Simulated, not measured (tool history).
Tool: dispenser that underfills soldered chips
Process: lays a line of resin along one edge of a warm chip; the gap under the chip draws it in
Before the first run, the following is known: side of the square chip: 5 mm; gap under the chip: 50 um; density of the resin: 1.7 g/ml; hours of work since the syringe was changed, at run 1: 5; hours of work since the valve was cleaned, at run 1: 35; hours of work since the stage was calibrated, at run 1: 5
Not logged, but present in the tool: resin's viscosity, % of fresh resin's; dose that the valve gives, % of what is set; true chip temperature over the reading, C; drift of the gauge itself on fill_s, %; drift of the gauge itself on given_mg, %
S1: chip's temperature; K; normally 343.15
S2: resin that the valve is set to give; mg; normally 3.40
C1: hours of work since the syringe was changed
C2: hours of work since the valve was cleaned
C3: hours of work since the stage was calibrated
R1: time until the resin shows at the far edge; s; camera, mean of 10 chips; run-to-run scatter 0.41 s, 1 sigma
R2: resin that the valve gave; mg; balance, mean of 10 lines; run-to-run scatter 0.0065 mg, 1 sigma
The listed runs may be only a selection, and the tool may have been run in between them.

run,hour,S1,S2,C1,C2,C3,R1,R2
1,0.0,343.15,3.40,5,35,5,35.8,3.373
2,7.0,343.15,3.60,9,40,9,47.0,3.552
# hour 10.0: new syringe of resin
3,10.6,343.15,3.60,0,42,11,28.2,3.546
4,15.6,354.15,3.60,3,45,14,22.0,3.546
5,22.0,354.15,2.94,7,49,18,28.7,2.898
6,25.1,354.15,3.63,9,51,20,31.0,3.565
# hour 27.5: new syringe of resin
7,33.3,354.15,3.63,4,55,25,23.0,3.556
8,40.7,354.15,3.63,8,60,29,30.0,3.543
# hour 44.8: new syringe of resin
9,46.6,343.15,3.40,1,63,33,29.8,3.324
10,54.1,343.15,3.40,6,68,37,39.1,3.314
11,61.5,343.15,3.40,10,72,42,50.7,3.302
# hour 62.6: new syringe of resin
12,68.2,332.15,3.40,3,76,46,52.3,3.314
13,74.7,332.15,3.40,7,80,49,67.3,3.295
# hour 80.2: new syringe of resin
14,81.5,332.15,3.42,1,84,53,45.0,3.311
15,87.3,332.15,3.42,4,88,57,55.3,3.320
16,92.5,332.15,3.42,7,91,60,66.9,3.321
17,96.5,355.15,4.23,10,93,63,31.4,4.090
# hour 97.7: new syringe of resin
18,104.1,355.15,4.23,4,98,67,22.3,4.079
19,111.0,355.15,4.23,8,102,71,28.3,4.079
# hour 113.8: dispensing valve cleaned and set on the balance
20,115.1,355.15,4.23,10,1,73,32.2,4.225
# hour 116.1: new syringe of resin
21,123.0,342.15,4.40,4,5,78,36.7,4.393
22,126.3,357.15,3.14,6,7,80,24.0,3.135
23,132.3,335.15,4.33,10,11,83,65.0,4.301
# hour 133.8: new syringe of resin
24,138.3,346.15,3.70,3,15,87,28.4,3.688
25,142.1,346.15,3.70,5,17,89,33.7,3.670
26,148.0,342.15,4.26,9,20,93,47.7,4.220
# hour 151.4: new syringe of resin
27,155.0,342.15,4.26,2,25,97,31.2,4.233
28,161.0,337.15,3.68,6,28,100,47.9,3.644
29,164.7,355.15,3.97,8,30,103,28.1,3.924
# hour 168.8: new syringe of resin
30,168.8,355.15,3.97,0,33,105,17.5,3.926
31,172.0,332.15,3.77,2,35,107,45.2,3.731
32,175.5,332.15,3.88,4,37,109,52.0,3.821

Below are 5 alternative next runs, each starting from the tool's condition after run 32. Predict each:
A,178.9,340.15,3.44,6,39,111,?,?
B,178.9,351.15,3.88,6,39,111,?,?
C,178.9,344.15,3.22,6,39,111,?,?
D,178.9,343.15,4.06,6,39,111,?,?
E,178.9,350.15,3.40,6,39,111,?,?

run,R1,R2
A,43.8,3.394
B,27.5,3.818
C,37.2,3.182
D,38.5,3.994
E,29.9,3.345
Without the tool's unlogged condition, the same runs would have read:
run,R1,R2
A,31.5,3.445
B,19.6,3.875
C,26.5,3.229
D,27.6,4.054
E,21.4,3.395
